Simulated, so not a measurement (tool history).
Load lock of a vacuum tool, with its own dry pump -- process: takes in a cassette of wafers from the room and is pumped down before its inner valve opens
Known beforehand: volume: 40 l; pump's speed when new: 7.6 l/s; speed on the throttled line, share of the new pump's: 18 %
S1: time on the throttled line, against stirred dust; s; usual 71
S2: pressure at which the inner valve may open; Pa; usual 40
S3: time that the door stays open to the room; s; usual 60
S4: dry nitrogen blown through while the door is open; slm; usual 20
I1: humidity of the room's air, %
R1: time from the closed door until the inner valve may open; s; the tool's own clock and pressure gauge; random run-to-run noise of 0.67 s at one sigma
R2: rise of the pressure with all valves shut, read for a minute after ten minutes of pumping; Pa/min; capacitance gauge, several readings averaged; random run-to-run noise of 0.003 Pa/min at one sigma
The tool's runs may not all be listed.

Run 1, hour 0.0: usual settings; I1 43.4. Result: R1 100.4 s, R2 0.033 Pa/min.
Run 2, hour 267.4: usual settings but S2 45 Pa; I1 48.0. Result: R1 97.8 s, R2 0.039 Pa/min.
Run 3, hour 577.3: usual settings but S1 132 s; I1 46.9. Result: R1 150.5 s, R2 0.034 Pa/min.
Run 4, hour 743.5: usual settings but S2 42 Pa; I1 45.9. Result: R1 98.6 s, R2 0.033 Pa/min.
Run 5, hour 950.9: usual settings but S2 42 Pa; I1 42.7. Result: R1 99.1 s, R2 0.031 Pa/min.
Run 6, hour 1174.3: usual settings but S1 103 s, S2 32 Pa, S3 206 s, S4 6 slm; I1 44.2. Result: R1 127.7 s, R2 0.095 Pa/min.
Run 7, hour 1347.8: usual settings but S2 36 Pa, S4 4 slm; I1 41.6. Result: R1 99.7 s, R2 0.057 Pa/min.
Run 8, hour 1573.0: usual settings but S2 36 Pa, S4 4 slm; I1 47.0. Result: R1 100.9 s, R2 0.063 Pa/min.
Run 9, hour 1868.9: usual settings but S2 36 Pa, S4 4 slm; I1 44.8. Result: R1 99.4 s, R2 0.058 Pa/min.
Run 10, hour 2128.6: usual settings but S2 36 Pa, S3 122 s, S4 8 slm; I1 43.1. Result: R1 100.2 s, R2 0.067 Pa/min.

What if the next run were any one of these 3? Each begins from the tool's condition after run 10:
Run A, hour 2388.5: usual settings but S2 36 Pa, S3 30 s, S4 8 slm; I1 46.1. Result: R1 ?, R2 ?.
Run B, hour 2388.5: usual settings but S1 73 s, S3 98 s, S4 21 slm; I1 45.5. Result: R1 ?, R2 ?.
Run C, hour 2388.5: usual settings but S4 6 slm; I1 46.0. Result: R1 ?, R2 ?.

run     R1     R2
  A  100.8  0.039
  B  101.1  0.038
  C  100.0  0.063
Without the tool's unlogged condition, the same runs would have read:
run     R1     R2
  A  100.8  0.037
  B  101.0  0.036
  C   99.9  0.061

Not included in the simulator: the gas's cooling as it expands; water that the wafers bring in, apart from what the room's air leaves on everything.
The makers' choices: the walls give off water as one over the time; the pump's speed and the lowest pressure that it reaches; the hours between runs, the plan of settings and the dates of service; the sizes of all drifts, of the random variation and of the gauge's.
